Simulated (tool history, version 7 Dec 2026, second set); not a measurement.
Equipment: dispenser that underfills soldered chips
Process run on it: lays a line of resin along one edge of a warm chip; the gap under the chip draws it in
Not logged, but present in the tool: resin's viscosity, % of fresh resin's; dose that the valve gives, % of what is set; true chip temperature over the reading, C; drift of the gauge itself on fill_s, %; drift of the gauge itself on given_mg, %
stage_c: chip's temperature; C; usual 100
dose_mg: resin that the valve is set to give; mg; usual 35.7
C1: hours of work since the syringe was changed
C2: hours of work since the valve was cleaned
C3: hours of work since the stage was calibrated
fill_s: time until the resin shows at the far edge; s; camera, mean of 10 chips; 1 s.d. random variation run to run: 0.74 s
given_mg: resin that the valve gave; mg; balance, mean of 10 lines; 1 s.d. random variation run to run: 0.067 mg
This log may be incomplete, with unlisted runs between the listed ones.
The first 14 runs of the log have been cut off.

{"hour": 148.2, "done": "new syringe of resin"}
{"run": 15, "hour": 151.6, "stage_c": 88, "dose_mg": 40.1, "C1": 3, "C2": 53, "C3": 386, "fill_s": 133.2, "given_mg": 38.81}
{"hour": 158.3, "done": "new syringe of resin"}
{"hour": 168.7, "done": "new syringe of resin"}
{"run": 16, "hour": 169.3, "stage_c": 100, "dose_mg": 32.8, "C1": 0, "C2": 67, "C3": 400, "fill_s": 68.3, "given_mg": 31.62}
{"hour": 171.8, "done": "dispensing valve cleaned and set on the balance"}
{"hour": 179.8, "done": "new syringe of resin"}
{"run": 17, "hour": 185.7, "stage_c": 100, "dose_mg": 35.7, "C1": 5, "C2": 11, "C3": 411, "fill_s": 90.4, "given_mg": 35.5}
{"hour": 189.9, "done": "new syringe of resin"}
{"run": 18, "hour": 198.3, "stage_c": 100, "dose_mg": 31.9, "C1": 7, "C2": 20, "C3": 421, "fill_s": 110.5, "given_mg": 31.65}
{"hour": 199.7, "done": "new syringe of resin"}
{"hour": 209.8, "done": "new syringe of resin"}
{"run": 19, "hour": 210.2, "stage_c": 104, "dose_mg": 32.1, "C1": 0, "C2": 29, "C3": 430, "fill_s": 53.8, "given_mg": 31.78}
{"hour": 220.4, "done": "new syringe of resin"}
{"run": 20, "hour": 227.1, "stage_c": 101, "dose_mg": 36, "C1": 5, "C2": 42, "C3": 443, "fill_s": 92.3, "given_mg": 35.28}
{"hour": 230.9, "done": "new syringe of resin"}
{"run": 21, "hour": 236.3, "stage_c": 96, "dose_mg": 31.1, "C1": 4, "C2": 49, "C3": 450, "fill_s": 110.4, "given_mg": 30.31}
{"hour": 241.2, "done": "new syringe of resin"}
{"run": 22, "hour": 249.0, "stage_c": 87, "dose_mg": 36.8, "C1": 6, "C2": 59, "C3": 459, "fill_s": 182.7, "given_mg": 35.71}
{"hour": 251.6, "done": "new syringe of resin"}
{"run": 23, "hour": 258.4, "stage_c": 87, "dose_mg": 36.8, "C1": 5, "C2": 66, "C3": 467, "fill_s": 175.4, "given_mg": 35.63}
{"hour": 261.7, "done": "dispensing valve cleaned and set on the balance"}
{"hour": 263.2, "done": "new syringe of resin"}
{"hour": 273.6, "done": "new syringe of resin"}
{"run": 24, "hour": 275.3, "stage_c": 89, "dose_mg": 40, "C1": 1, "C2": 10, "C3": 479, "fill_s": 111, "given_mg": 39.93}
{"hour": 283.8, "done": "new syringe of resin"}
{"run": 25, "hour": 284.8, "stage_c": 108, "dose_mg": 43.3, "C1": 1, "C2": 17, "C3": 486, "fill_s": 46.1, "given_mg": 43.12}
{"hour": 293.7, "done": "new syringe of resin"}
{"run": 26, "hour": 295.8, "stage_c": 96, "dose_mg": 39.7, "C1": 2, "C2": 26, "C3": 494, "fill_s": 84.2, "given_mg": 39.27}
{"hour": 304.4, "done": "new syringe of resin"}
{"run": 27, "hour": 307.0, "stage_c": 111, "dose_mg": 42.1, "C1": 2, "C2": 34, "C3": 503, "fill_s": 45.1, "given_mg": 41.48}
{"hour": 314.4, "done": "new syringe of resin"}
{"run": 28, "hour": 317.1, "stage_c": 111, "dose_mg": 36.9, "C1": 2, "C2": 42, "C3": 510, "fill_s": 45.8, "given_mg": 36.16}
{"hour": 324.6, "done": "new syringe of resin"}
{"run": 29, "hour": 332.0, "stage_c": 110, "dose_mg": 41, "C1": 6, "C2": 53, "C3": 522, "fill_s": 64.4, "given_mg": 39.93}
{"hour": 334.9, "done": "new syringe of resin"}
{"run": 30, "hour": 340.3, "stage_c": 110, "dose_mg": 41, "C1": 4, "C2": 60, "C3": 528, "fill_s": 55.5, "given_mg": 39.84}
{"hour": 345.5, "done": "new syringe of resin"}
{"hour": 351.9, "done": "dispensing valve cleaned and set on the balance"}
{"run": 31, "hour": 355.3, "stage_c": 110, "dose_mg": 41, "C1": 7, "C2": 3, "C3": 539, "fill_s": 68.7, "given_mg": 40.98}
{"hour": 356.5, "done": "new syringe of resin"}
{"hour": 367.1, "done": "new syringe of resin"}
{"run": 32, "hour": 372.2, "stage_c": 88, "dose_mg": 33.8, "C1": 4, "C2": 15, "C3": 551, "fill_s": 147.7, "given_mg": 33.68}
{"hour": 376.9, "done": "new syringe of resin"}
{"run": 33, "hour": 384.5, "stage_c": 88, "dose_mg": 33.8, "C1": 6, "C2": 25, "C3": 561, "fill_s": 172.3, "given_mg": 33.51}
{"hour": 387.0, "done": "new syringe of resin"}
{"run": 34, "hour": 392.7, "stage_c": 115, "dose_mg": 40.2, "C1": 4, "C2": 31, "C3": 567, "fill_s": 45.5, "given_mg": 39.59}
{"hour": 397.3, "done": "new syringe of resin"}
{"run": 35, "hour": 404.6, "stage_c": 115, "dose_mg": 40.2, "C1": 6, "C2": 40, "C3": 576, "fill_s": 50.4, "given_mg": 39.46}

Forecast each of these 3 alternatives for the next run:
{"hour": 407.2, "done": "new syringe of resin"}
{"run": "A", "hour": 414.9, "stage_c": 115, "dose_mg": 34.2, "C1": 6, "C2": 48, "C3": 584, "fill_s": "?", "given_mg": "?"}
{"hour": 407.2, "done": "new syringe of resin"}
{"run": "B", "hour": 414.9, "stage_c": 105, "dose_mg": 32.3, "C1": 6, "C2": 48, "C3": 584, "fill_s": "?", "given_mg": "?"}
{"hour": 407.2, "done": "new syringe of resin"}
{"run": "C", "hour": 414.9, "stage_c": 92, "dose_mg": 42.2, "C1": 6, "C2": 48, "C3": 584, "fill_s": "?", "given_mg": "?"}

run=A fill_s=53.1 given_mg=33.42
run=B fill_s=81 given_mg=31.54
run=C fill_s=139 given_mg=41.13
Without the tool's unlogged condition, the same runs would have read:
run=A fill_s=36 given_mg=34.21
run=B fill_s=55.2 given_mg=32.29
run=C fill_s=95.6 given_mg=42.1

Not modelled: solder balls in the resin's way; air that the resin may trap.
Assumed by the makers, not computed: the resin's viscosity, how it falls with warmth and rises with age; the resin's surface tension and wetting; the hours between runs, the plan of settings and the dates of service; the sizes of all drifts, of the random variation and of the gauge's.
